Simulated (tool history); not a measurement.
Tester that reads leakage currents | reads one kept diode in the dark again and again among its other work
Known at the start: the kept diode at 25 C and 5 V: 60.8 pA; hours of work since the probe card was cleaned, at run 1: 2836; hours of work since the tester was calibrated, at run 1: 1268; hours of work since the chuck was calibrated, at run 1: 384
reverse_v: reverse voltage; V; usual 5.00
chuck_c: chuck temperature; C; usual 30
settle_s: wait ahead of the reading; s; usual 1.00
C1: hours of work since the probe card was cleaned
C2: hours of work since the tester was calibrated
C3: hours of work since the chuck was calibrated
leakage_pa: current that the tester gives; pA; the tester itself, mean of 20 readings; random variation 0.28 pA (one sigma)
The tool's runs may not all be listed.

{"run": 1, "hour": 0.0, "reverse_v": 5.0, "chuck_c": 30, "settle_s": 1.0, "C1": 2836, "C2": 1268, "C3": 384, "leakage_pa": 99.44}
{"run": 2, "hour": 102.6, "reverse_v": 5.0, "chuck_c": 30, "settle_s": 0.33, "C1": 2915, "C2": 1347, "C3": 464, "leakage_pa": 100.76}
{"run": 3, "hour": 188.4, "reverse_v": 5.0, "chuck_c": 31, "settle_s": 1.0, "C1": 2982, "C2": 1413, "C3": 530, "leakage_pa": 109.32}
{"run": 4, "hour": 248.2, "reverse_v": 5.0, "chuck_c": 31, "settle_s": 1.0, "C1": 3028, "C2": 1459, "C3": 576, "leakage_pa": 110.05}
{"run": 5, "hour": 329.0, "reverse_v": 5.0, "chuck_c": 31, "settle_s": 1.0, "C1": 3090, "C2": 1522, "C3": 638, "leakage_pa": 111.18}
{"run": 6, "hour": 443.8, "reverse_v": 5.0, "chuck_c": 31, "settle_s": 1.0, "C1": 3179, "C2": 1610, "C3": 727, "leakage_pa": 112.52}
{"run": 7, "hour": 556.0, "reverse_v": 5.0, "chuck_c": 30, "settle_s": 1.0, "C1": 3265, "C2": 1697, "C3": 813, "leakage_pa": 104.48}
{"run": 8, "hour": 654.7, "reverse_v": 5.0, "chuck_c": 30, "settle_s": 1.14, "C1": 3341, "C2": 1773, "C3": 889, "leakage_pa": 105.43}
{"run": 9, "hour": 767.2, "reverse_v": 5.0, "chuck_c": 20, "settle_s": 1.14, "C1": 3428, "C2": 1860, "C3": 976, "leakage_pa": 47.09}
{"hour": 784.7, "done": "probe card cleaned and baked"}
{"run": 10, "hour": 845.0, "reverse_v": 4.08, "chuck_c": 42, "settle_s": 4.97, "C1": 47, "C2": 1917, "C3": 1034, "leakage_pa": 241.95}
{"run": 11, "hour": 909.7, "reverse_v": 1.12, "chuck_c": 20, "settle_s": 5.54, "C1": 96, "C2": 1967, "C3": 1084, "leakage_pa": 20.34}
{"hour": 919.3, "done": "tester calibrated"}
{"run": 12, "hour": 1025.7, "reverse_v": 1.12, "chuck_c": 25, "settle_s": 0.36, "C1": 184, "C2": 82, "C3": 1172, "leakage_pa": 31.77}
{"run": 13, "hour": 1115.4, "reverse_v": 5.0, "chuck_c": 20, "settle_s": 1.0, "C1": 254, "C2": 151, "C3": 1241, "leakage_pa": 46.28}
{"run": 14, "hour": 1170.5, "reverse_v": 5.0, "chuck_c": 40, "settle_s": 2.18, "C1": 296, "C2": 194, "C3": 1283, "leakage_pa": 237.38}
{"run": 15, "hour": 1237.4, "reverse_v": 5.0, "chuck_c": 40, "settle_s": 2.18, "C1": 348, "C2": 245, "C3": 1335, "leakage_pa": 239.67}
{"hour": 1278.7, "done": "tester calibrated, once more"}
{"run": 16, "hour": 1293.1, "reverse_v": 1.09, "chuck_c": 59, "settle_s": 8.76, "C1": 389, "C2": 11, "C3": 1377, "leakage_pa": 434.26}
{"hour": 1380.7, "done": "chuck's temperature calibrated"}
{"run": 17, "hour": 1385.8, "reverse_v": 6.69, "chuck_c": 58, "settle_s": 1.96, "C1": 459, "C2": 81, "C3": 4, "leakage_pa": 918.69}
{"run": 18, "hour": 1442.8, "reverse_v": 13.21, "chuck_c": 30, "settle_s": 0.31, "C1": 503, "C2": 125, "C3": 48, "leakage_pa": 161.55}

Measured less the same run without the tool's hidden state. The same run-to-run variation is in both; the gauge's scatter may not be:
The hidden state here: stray current of the dirty probe card, pA a volt; current scale over the true one, %; true chuck temperature over the reading, C; drift of the gauge itself on leakage_pa, %.
run=1 leakage_pa=+6.09
run=2 leakage_pa=+7.06
run=3 leakage_pa=+8.29
run=4 leakage_pa=+8.92
run=5 leakage_pa=+9.71
run=6 leakage_pa=+11.01
run=7 leakage_pa=+11.35
run=8 leakage_pa=+12.32
run=9 leakage_pa=+7.32
run=10 leakage_pa=+25.52
run=11 leakage_pa=+2.63
run=12 leakage_pa=+4.10
run=13 leakage_pa=+6.63
run=14 leakage_pa=+30.37
run=15 leakage_pa=+31.92
run=16 leakage_pa=+59.38
run=17 leakage_pa=+3.73
run=18 leakage_pa=+2.52
